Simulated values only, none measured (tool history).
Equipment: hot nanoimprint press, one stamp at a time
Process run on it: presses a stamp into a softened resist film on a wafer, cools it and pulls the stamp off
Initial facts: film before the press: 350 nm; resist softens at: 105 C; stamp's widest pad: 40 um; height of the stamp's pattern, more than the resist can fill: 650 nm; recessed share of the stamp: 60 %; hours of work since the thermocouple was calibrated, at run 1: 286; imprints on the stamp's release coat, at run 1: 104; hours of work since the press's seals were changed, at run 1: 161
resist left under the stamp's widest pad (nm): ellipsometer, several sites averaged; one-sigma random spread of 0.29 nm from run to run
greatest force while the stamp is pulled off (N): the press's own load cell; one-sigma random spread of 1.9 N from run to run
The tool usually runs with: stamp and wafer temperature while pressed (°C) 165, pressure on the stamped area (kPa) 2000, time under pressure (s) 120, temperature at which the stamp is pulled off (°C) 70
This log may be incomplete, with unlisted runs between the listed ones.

run   hour  stamp and wafer temperature while pressed (°C)  pressure on the stamped area (kPa)  time under pressure (s)  temperature at which the stamp is pulled off (°C)  hours of work since the thermocouple was calibrated  imprints on the stamp's release coat  hours of work since the press's seals were changed  resist left under the stamp's widest pad (nm)  greatest force while the stamp is pulled off (N)
  1    0.0                                             165                                2000                      120                                                 70                                                  286                                   104                                                 161                                          204.2                                               213
  2    7.4                                             165                                2000                      120                                                 70                                                  291                                   141                                                 166                                          204.3                                               217
  3   15.3                                             165                                2000                      120                                                 70                                                  296                                   180                                                 171                                          204.9                                               218
  4   25.6                                             165                                2000                      103                                                 70                                                  303                                   231                                                 178                                          213.5                                               221
  5   34.0                                             165                                2000                      120                                                 57                                                  309                                   272                                                 184                                          204.9                                               243
      40.4  -- plate thermocouple calibrated
  6   48.6                                             157                                2000                      120                                                 57                                                    6                                   329                                                 192                                          255.0                                               245
  7   58.9                                             165                                2000                      120                                                 61                                                   13                                   379                                                 199                                          202.4                                               245
  8   67.0                                             165                                2000                      120                                                 61                                                   18                                   419                                                 204                                          202.5                                               244
  9   79.7                                             165                                2000                      120                                                 61                                                   27                                   482                                                 213                                          203.1                                               249
 10   86.8                                             165                                2000                      120                                                 61                                                   31                                   517                                                 218                                          202.9                                               257
 11   95.2                                             165                                2000                      120                                                 60                                                   37                                   558                                                 223                                          202.9                                               257
 12  101.8                                             165                                2810                      120                                                 70                                                   42                                   590                                                 228                                          171.9                                               245
 13  108.1                                             165                                2810                      120                                                 70                                                   46                                   622                                                 232                                          172.0                                               244
 14  119.7                                             165                                2000                      120                                                 76                                                   54                                   679                                                 240                                          203.0                                               241
     137.2  -- stamp cleaned and given a new release coat
 15  139.2                                             165                                2000                      120                                                 76                                                   63                                    10                                                 249                                          203.3                                               198
 16  153.2                                             165                                1220                      201                                                 70                                                   72                                    79                                                 259                                          219.2                                               211
 17  163.3                                             165                                1220                      201                                                 70                                                   79                                   129                                                 266                                          219.3                                               218
 18  176.3                                             155                                2240                      138                                                 73                                                   88                                   193                                                 274                                          253.2                                               217
 19  187.2                                             155                                2240                      138                                                 74                                                   95                                   246                                                 282                                          253.6                                               218
 20  194.2                                             155                                3040                      119                                                 74                                                  100                                   281                                                 286                                          234.3                                               220
 21  204.3                                             177                                2210                      136                                                 68                                                  107                                   330                                                 293                                          127.0                                               227

What does the tool deliver on the next run?
 22  211.4                                             165                                1800                      136                                                 68                                                  112                                   365                                                 298                                              ?                                                 ?

Run 22 came out at resist left under the stamp's widest pad (nm) 206.2, greatest force while the stamp is pulled off (N) 235.
With the hidden condition absent and the run-to-run variation left alone, this run would have shown resist left under the stamp's widest pad (nm) 203.6, greatest force while the stamp is pulled off (N) 212.
